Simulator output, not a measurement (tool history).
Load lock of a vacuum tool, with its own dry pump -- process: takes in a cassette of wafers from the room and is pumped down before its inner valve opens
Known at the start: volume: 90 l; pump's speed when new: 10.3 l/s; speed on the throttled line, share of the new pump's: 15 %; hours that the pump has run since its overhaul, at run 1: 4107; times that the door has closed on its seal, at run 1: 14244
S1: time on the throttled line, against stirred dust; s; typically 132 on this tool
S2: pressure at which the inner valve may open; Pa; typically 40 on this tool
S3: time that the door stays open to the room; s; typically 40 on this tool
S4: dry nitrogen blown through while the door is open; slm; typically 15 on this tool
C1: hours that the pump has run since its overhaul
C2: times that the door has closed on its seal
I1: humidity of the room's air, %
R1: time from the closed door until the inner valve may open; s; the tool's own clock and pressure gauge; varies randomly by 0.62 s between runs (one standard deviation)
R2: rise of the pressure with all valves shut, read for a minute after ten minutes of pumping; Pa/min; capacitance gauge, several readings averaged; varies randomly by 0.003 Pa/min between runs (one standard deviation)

{"run": 1, "hour": 0.0, "S1": 132, "S2": 40, "S3": 40, "S4": 15, "C1": 4107, "C2": 14244, "I1": 46.2, "R1": 183.9, "R2": 0.074}
{"run": 2, "hour": 68.5, "S1": 132, "S2": 40, "S3": 40, "S4": 15, "C1": 4176, "C2": 14356, "I1": 48.3, "R1": 183.9, "R2": 0.074}
{"run": 3, "hour": 177.4, "S1": 132, "S2": 40, "S3": 72, "S4": 15, "C1": 4285, "C2": 14535, "I1": 44.1, "R1": 182.6, "R2": 0.082}
{"run": 4, "hour": 242.1, "S1": 132, "S2": 40, "S3": 72, "S4": 15, "C1": 4350, "C2": 14641, "I1": 47.2, "R1": 183.2, "R2": 0.084}
{"run": 5, "hour": 346.5, "S1": 132, "S2": 40, "S3": 145, "S4": 15, "C1": 4454, "C2": 14812, "I1": 47.3, "R1": 183.0, "R2": 0.098}
{"run": 6, "hour": 445.7, "S1": 231, "S2": 69, "S3": 50, "S4": 8, "C1": 4553, "C2": 14975, "I1": 49.6, "R1": 260.2, "R2": 0.091}
{"run": 7, "hour": 555.2, "S1": 231, "S2": 69, "S3": 50, "S4": 8, "C1": 4663, "C2": 15155, "I1": 43.0, "R1": 262.0, "R2": 0.08}
{"run": 8, "hour": 649.4, "S1": 132, "S2": 29, "S3": 123, "S4": 20, "C1": 4757, "C2": 15310, "I1": 50.2, "R1": 186.3, "R2": 0.095}
{"run": 9, "hour": 759.1, "S1": 132, "S2": 29, "S3": 123, "S4": 22, "C1": 4867, "C2": 15490, "I1": 44.0, "R1": 186.7, "R2": 0.086}
{"run": 10, "hour": 840.0, "S1": 88, "S2": 53, "S3": 40, "S4": 15, "C1": 4947, "C2": 15623, "I1": 44.9, "R1": 143.8, "R2": 0.081}

4 options for the next run, each taken on its own from the tool as it stands now. Forecast them:
{"run": "A", "hour": 919.0, "S1": 88, "S2": 40, "S3": 40, "S4": 9, "C1": 5026, "C2": 15752, "I1": 43.9, "R1": "?", "R2": "?"}
{"run": "B", "hour": 919.0, "S1": 88, "S2": 72, "S3": 40, "S4": 15, "C1": 5026, "C2": 15752, "I1": 45.5, "R1": "?", "R2": "?"}
{"run": "C", "hour": 919.0, "S1": 67, "S2": 49, "S3": 171, "S4": 15, "C1": 5026, "C2": 15752, "I1": 43.6, "R1": "?", "R2": "?"}
{"run": "D", "hour": 919.0, "S1": 132, "S2": 40, "S3": 51, "S4": 12, "C1": 5026, "C2": 15752, "I1": 45.5, "R1": "?", "R2": "?"}

run=A R1=145.5 R2=0.082
run=B R1=140.9 R2=0.079
run=C R1=127.0 R2=0.113
run=D R1=183.2 R2=0.088
With no hidden state in the tool, these same runs would have given:
run=A R1=142.7 R2=0.022
run=B R1=138.4 R2=0.019
run=C R1=124.2 R2=0.051
run=D R1=180.8 R2=0.027

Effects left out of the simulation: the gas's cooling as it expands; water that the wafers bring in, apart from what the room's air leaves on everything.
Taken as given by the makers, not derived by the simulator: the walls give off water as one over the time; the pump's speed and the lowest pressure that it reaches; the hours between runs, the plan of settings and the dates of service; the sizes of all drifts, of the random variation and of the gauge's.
